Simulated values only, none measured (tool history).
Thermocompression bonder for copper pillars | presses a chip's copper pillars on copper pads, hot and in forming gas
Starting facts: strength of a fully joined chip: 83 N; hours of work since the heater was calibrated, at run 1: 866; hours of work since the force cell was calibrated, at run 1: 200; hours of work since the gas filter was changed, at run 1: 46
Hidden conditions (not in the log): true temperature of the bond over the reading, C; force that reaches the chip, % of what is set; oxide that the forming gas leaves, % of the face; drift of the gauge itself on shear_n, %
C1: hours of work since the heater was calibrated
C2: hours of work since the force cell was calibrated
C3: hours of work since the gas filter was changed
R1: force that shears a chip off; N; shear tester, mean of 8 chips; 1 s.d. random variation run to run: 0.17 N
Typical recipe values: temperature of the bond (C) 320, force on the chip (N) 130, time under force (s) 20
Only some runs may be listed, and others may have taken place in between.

{"run": 1, "hour": 0.0, "temperature of the bond (C)": 320, "force on the chip (N)": 130, "time under force (s)": 20, "C1": 866, "C2": 200, "C3": 46, "R1": 51.7}
{"run": 2, "hour": 73.1, "temperature of the bond (C)": 320, "force on the chip (N)": 130, "time under force (s)": 20, "C1": 923, "C2": 258, "C3": 104, "R1": 51.1}
{"run": 3, "hour": 158.7, "temperature of the bond (C)": 320, "force on the chip (N)": 130, "time under force (s)": 20, "C1": 991, "C2": 325, "C3": 172, "R1": 50.9}
{"hour": 201.9, "done": "forming gas filter changed"}
{"run": 4, "hour": 247.3, "temperature of the bond (C)": 320, "force on the chip (N)": 130, "time under force (s)": 20, "C1": 1061, "C2": 395, "C3": 36, "R1": 52.4}
{"run": 5, "hour": 326.5, "temperature of the bond (C)": 333, "force on the chip (N)": 130, "time under force (s)": 20, "C1": 1123, "C2": 458, "C3": 98, "R1": 59.1}
{"hour": 336.8, "done": "heater calibrated with a thermocouple chip"}
{"run": 6, "hour": 374.2, "temperature of the bond (C)": 333, "force on the chip (N)": 130, "time under force (s)": 20, "C1": 30, "C2": 494, "C3": 135, "R1": 60.2}
{"run": 7, "hour": 438.1, "temperature of the bond (C)": 333, "force on the chip (N)": 130, "time under force (s)": 20, "C1": 80, "C2": 544, "C3": 185, "R1": 59}
{"hour": 464.6, "done": "forming gas filter changed"}
{"hour": 531.7, "done": "heater calibrated with a thermocouple chip, once more"}
{"run": 8, "hour": 533.2, "temperature of the bond (C)": 320, "force on the chip (N)": 130, "time under force (s)": 17, "C1": 1, "C2": 617, "C3": 53, "R1": 45.2}
{"run": 9, "hour": 584.7, "temperature of the bond (C)": 298, "force on the chip (N)": 130, "time under force (s)": 20, "C1": 42, "C2": 658, "C3": 93, "R1": 35.5}
{"run": 10, "hour": 640.3, "temperature of the bond (C)": 320, "force on the chip (N)": 145, "time under force (s)": 20, "C1": 86, "C2": 702, "C3": 137, "R1": 49.5}
{"hour": 728.1, "done": "forming gas filter changed"}
{"run": 11, "hour": 734.9, "temperature of the bond (C)": 320, "force on the chip (N)": 148, "time under force (s)": 20, "C1": 160, "C2": 776, "C3": 5, "R1": 52.3}
{"run": 12, "hour": 794.0, "temperature of the bond (C)": 320, "force on the chip (N)": 122, "time under force (s)": 20, "C1": 207, "C2": 823, "C3": 52, "R1": 47.3}
{"run": 13, "hour": 883.3, "temperature of the bond (C)": 320, "force on the chip (N)": 109, "time under force (s)": 20, "C1": 277, "C2": 894, "C3": 123, "R1": 44.2}
{"run": 14, "hour": 932.1, "temperature of the bond (C)": 320, "force on the chip (N)": 109, "time under force (s)": 20, "C1": 316, "C2": 932, "C3": 161, "R1": 44.1}
{"hour": 937.8, "done": "force cell calibrated"}
{"hour": 989.6, "done": "forming gas filter changed"}
{"run": 15, "hour": 989.6, "temperature of the bond (C)": 320, "force on the chip (N)": 109, "time under force (s)": 20, "C1": 360, "C2": 41, "C3": 0, "R1": 44.6}
{"run": 16, "hour": 1047.4, "temperature of the bond (C)": 302, "force on the chip (N)": 130, "time under force (s)": 20, "C1": 405, "C2": 86, "C3": 46, "R1": 38.8}
{"run": 17, "hour": 1101.2, "temperature of the bond (C)": 327, "force on the chip (N)": 84, "time under force (s)": 42, "C1": 448, "C2": 129, "C3": 88, "R1": 52.8}
{"run": 18, "hour": 1173.9, "temperature of the bond (C)": 327, "force on the chip (N)": 84, "time under force (s)": 42, "C1": 505, "C2": 186, "C3": 146, "R1": 52.1}
{"run": 19, "hour": 1240.1, "temperature of the bond (C)": 319, "force on the chip (N)": 88, "time under force (s)": 20, "C1": 558, "C2": 238, "C3": 198, "R1": 38.7}
{"hour": 1249.5, "done": "forming gas filter changed"}
{"run": 20, "hour": 1333.7, "temperature of the bond (C)": 296, "force on the chip (N)": 114, "time under force (s)": 23, "C1": 631, "C2": 312, "C3": 67, "R1": 35.6}
{"run": 21, "hour": 1391.1, "temperature of the bond (C)": 296, "force on the chip (N)": 87, "time under force (s)": 13, "C1": 677, "C2": 357, "C3": 112, "R1": 24.2}
{"run": 22, "hour": 1456.8, "temperature of the bond (C)": 296, "force on the chip (N)": 87, "time under force (s)": 13, "C1": 729, "C2": 409, "C3": 164, "R1": 24}
{"hour": 1511.2, "done": "forming gas filter changed"}
{"run": 23, "hour": 1537.6, "temperature of the bond (C)": 296, "force on the chip (N)": 87, "time under force (s)": 13, "C1": 792, "C2": 473, "C3": 21, "R1": 25.2}
{"run": 24, "hour": 1584.7, "temperature of the bond (C)": 320, "force on the chip (N)": 128, "time under force (s)": 20, "C1": 829, "C2": 510, "C3": 58, "R1": 50.6}
{"run": 25, "hour": 1630.7, "temperature of the bond (C)": 350, "force on the chip (N)": 105, "time under force (s)": 23, "C1": 866, "C2": 546, "C3": 94, "R1": 62.8}

Entry by entry between the runs, the difference in hidden state between the last listed run before and the first listed run after:
Between runs 3 and 4: forming gas filter changed (hour 201.9)
  true temperature of the bond over the reading, C: 7.8 -> 8.4; force that reaches the chip, % of what is set: 102.7 -> 103.2; oxide that the forming gas leaves, % of the face: 4.09 -> 1.33
  the result without the hidden state subtracted from the measured one, R1: +3 -> +4.9 N
Between runs 5 and 6: heater calibrated with a thermocouple chip (hour 336.8)
  true temperature of the bond over the reading, C: 8.9 -> 11.9; force that reaches the chip, % of what is set: 103.7 -> 103.9; oxide that the forming gas leaves, % of the face: 2.78 -> 3.61
  the result without the hidden state subtracted from the measured one, R1: +4 -> +5 N
Between runs 7 and 8: forming gas filter changed (hour 464.6); heater calibrated with a thermocouple chip, once more (hour 531.7)
  true temperature of the bond over the reading, C: 12.2 -> -1.4; force that reaches the chip, % of what is set: 104.2 -> 104.8; oxide that the forming gas leaves, % of the face: 4.72 -> 1.7
  the result without the hidden state subtracted from the measured one, R1: +4.5 -> -0.2 N
Between runs 10 and 11: forming gas filter changed (hour 728.1)
  true temperature of the bond over the reading, C: -0.7 -> -0.1; force that reaches the chip, % of what is set: 105.4 -> 105.8; oxide that the forming gas leaves, % of the face: 3.54 -> 0.69
  the result without the hidden state subtracted from the measured one, R1: -0.7 -> +1.1 N
Between runs 14 and 15: force cell calibrated (hour 937.8); forming gas filter changed (hour 989.6)
  true temperature of the bond over the reading, C: 1.1 -> 1.5; force that reaches the chip, % of what is set: 107 -> 100.6; oxide that the forming gas leaves, % of the face: 4.01 -> 0.5
  the result without the hidden state subtracted from the measured one, R1: +0.5 -> +0.9 N
Between runs 19 and 20: forming gas filter changed (hour 1249.5)
  true temperature of the bond over the reading, C: 3 -> 3.5; force that reaches the chip, % of what is set: 102 -> 102.5; oxide that the forming gas leaves, % of the face: 4.91 -> 1.83
  the result without the hidden state subtracted from the measured one, R1: +0.2 -> +1.8 N
Between runs 22 and 23: forming gas filter changed (hour 1511.2)
  true temperature of the bond over the reading, C: 4.3 -> 4.7; force that reaches the chip, % of what is set: 103.3 -> 103.8; oxide that the forming gas leaves, % of the face: 4.04 -> 0.91
  the result without the hidden state subtracted from the measured one, R1: +1.3 -> +2.4 N

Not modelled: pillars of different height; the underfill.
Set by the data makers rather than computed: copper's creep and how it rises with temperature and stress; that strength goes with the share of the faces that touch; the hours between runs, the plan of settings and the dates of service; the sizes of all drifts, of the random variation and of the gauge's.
